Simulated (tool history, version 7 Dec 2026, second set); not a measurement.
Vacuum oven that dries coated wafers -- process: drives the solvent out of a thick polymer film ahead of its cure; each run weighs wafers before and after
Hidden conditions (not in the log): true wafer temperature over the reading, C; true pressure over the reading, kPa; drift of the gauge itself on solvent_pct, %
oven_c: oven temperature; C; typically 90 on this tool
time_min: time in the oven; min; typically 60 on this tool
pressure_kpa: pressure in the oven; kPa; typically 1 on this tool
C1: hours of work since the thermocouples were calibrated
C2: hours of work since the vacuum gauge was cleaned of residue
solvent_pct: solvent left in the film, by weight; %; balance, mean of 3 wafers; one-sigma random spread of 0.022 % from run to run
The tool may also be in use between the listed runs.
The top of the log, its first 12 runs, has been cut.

{"run": 13, "hour": 448.1, "oven_c": 90, "time_min": 60, "pressure_kpa": 1, "C1": 1221, "C2": 153, "solvent_pct": 0.69}
{"run": 14, "hour": 487.8, "oven_c": 90, "time_min": 60, "pressure_kpa": 1, "C1": 1248, "C2": 180, "solvent_pct": 0.71}
{"run": 15, "hour": 519.3, "oven_c": 90, "time_min": 60, "pressure_kpa": 1, "C1": 1270, "C2": 202, "solvent_pct": 0.71}
{"hour": 525.7, "done": "oven's thermocouples calibrated"}
{"run": 16, "hour": 560.7, "oven_c": 76, "time_min": 60, "pressure_kpa": 1, "C1": 24, "C2": 229, "solvent_pct": 4.24}
{"run": 17, "hour": 597.4, "oven_c": 98, "time_min": 60, "pressure_kpa": 1, "C1": 50, "C2": 255, "solvent_pct": 0.24}
{"run": 18, "hour": 649.0, "oven_c": 98, "time_min": 60, "pressure_kpa": 1, "C1": 86, "C2": 291, "solvent_pct": 0.27}
{"run": 19, "hour": 697.4, "oven_c": 90, "time_min": 60, "pressure_kpa": 1, "C1": 119, "C2": 324, "solvent_pct": 0.64}
{"run": 20, "hour": 730.5, "oven_c": 90, "time_min": 60, "pressure_kpa": 1, "C1": 142, "C2": 347, "solvent_pct": 0.62}
{"hour": 747.1, "done": "oven's thermocouples calibrated, once more"}
{"run": 21, "hour": 779.8, "oven_c": 90, "time_min": 96, "pressure_kpa": 1, "C1": 23, "C2": 380, "solvent_pct": 0.43}
{"run": 22, "hour": 833.6, "oven_c": 90, "time_min": 60, "pressure_kpa": 1, "C1": 60, "C2": 417, "solvent_pct": 1.03}
{"run": 23, "hour": 862.6, "oven_c": 90, "time_min": 60, "pressure_kpa": 1, "C1": 80, "C2": 437, "solvent_pct": 1}
{"run": 24, "hour": 903.6, "oven_c": 75, "time_min": 43, "pressure_kpa": 1, "C1": 108, "C2": 466, "solvent_pct": 8.1}
{"run": 25, "hour": 930.1, "oven_c": 89, "time_min": 60, "pressure_kpa": 1, "C1": 127, "C2": 484, "solvent_pct": 1.14}
{"run": 26, "hour": 982.0, "oven_c": 89, "time_min": 60, "pressure_kpa": 1, "C1": 163, "C2": 520, "solvent_pct": 1.11}
{"run": 27, "hour": 1028.1, "oven_c": 89, "time_min": 30, "pressure_kpa": 1, "C1": 195, "C2": 552, "solvent_pct": 4.01}
{"run": 28, "hour": 1076.6, "oven_c": 89, "time_min": 30, "pressure_kpa": 1, "C1": 228, "C2": 586, "solvent_pct": 3.96}
{"run": 29, "hour": 1118.9, "oven_c": 102, "time_min": 60, "pressure_kpa": 3.57, "C1": 258, "C2": 615, "solvent_pct": 0.76}
{"run": 30, "hour": 1176.1, "oven_c": 102, "time_min": 60, "pressure_kpa": 3.57, "C1": 297, "C2": 655, "solvent_pct": 0.79}

Estimate the outcome of run 31 from the log above:
{"run": 31, "hour": 1209.5, "oven_c": 102, "time_min": 60, "pressure_kpa": 3.57, "C1": 320, "C2": 678, "solvent_pct": "?"}

solvent_pct: 0.79 %
Had the tool carried no hidden state, the very same run would have given solvent_pct 0.75 %.
